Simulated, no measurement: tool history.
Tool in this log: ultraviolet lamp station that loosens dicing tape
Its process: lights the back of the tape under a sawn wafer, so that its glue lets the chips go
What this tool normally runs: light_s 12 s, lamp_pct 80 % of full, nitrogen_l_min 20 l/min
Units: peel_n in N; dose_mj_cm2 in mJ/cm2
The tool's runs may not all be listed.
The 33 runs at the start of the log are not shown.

run 34 day=101.367 | light_s=11 lamp_pct=84 nitrogen_l_min=18 | peel_n=0.715 dose_mj_cm2=536
run 35 day=104.138 | light_s=10 lamp_pct=80 nitrogen_l_min=20 | peel_n=0.883 dose_mj_cm2=459
run 36 day=107.454 | light_s=10 lamp_pct=80 nitrogen_l_min=20 | peel_n=0.908 dose_mj_cm2=467
run 37 day=109.496 | light_s=10 lamp_pct=80 nitrogen_l_min=20 | peel_n=0.886 dose_mj_cm2=466
-- day=110.229 window cleaned of glue's vapour
run 38 day=113.621 | light_s=10 lamp_pct=80 nitrogen_l_min=20 | peel_n=0.897 dose_mj_cm2=467
run 39 day=115.783 | light_s=23 lamp_pct=95 nitrogen_l_min=20 | peel_n=0.203 dose_mj_cm2=1257
run 40 day=119.812 | light_s=12 lamp_pct=80 nitrogen_l_min=11 | peel_n=0.841 dose_mj_cm2=563
run 41 day=122.388 | light_s=12 lamp_pct=71 nitrogen_l_min=20 | peel_n=0.817 dose_mj_cm2=494
-- day=122.633 lamp changed
run 42 day=125.025 | light_s=20 lamp_pct=71 nitrogen_l_min=23 | peel_n=0.318 dose_mj_cm2=821

Predict each of these 3 candidate next runs independently; none follows another, all start after run 42:
-- day=126.150 window cleaned of glue's vapour
run A day=128.679 | light_s=10 lamp_pct=62 nitrogen_l_min=20 | peel_n=? dose_mj_cm2=?
-- day=126.150 window cleaned of glue's vapour
run B day=128.679 | light_s=20 lamp_pct=71 nitrogen_l_min=14 | peel_n=? dose_mj_cm2=?
-- day=126.150 window cleaned of glue's vapour
run C day=128.679 | light_s=17 lamp_pct=68 nitrogen_l_min=20 | peel_n=? dose_mj_cm2=?

run=A peel_n=1.354 dose_mj_cm2=357
run=B peel_n=0.373 dose_mj_cm2=828
run=C peel_n=0.462 dose_mj_cm2=679
With the hidden condition removed and each run's random variation left untouched, the same runs would have given:
run=A peel_n=1.354 dose_mj_cm2=357
run=B peel_n=0.373 dose_mj_cm2=828
run=C peel_n=0.462 dose_mj_cm2=679
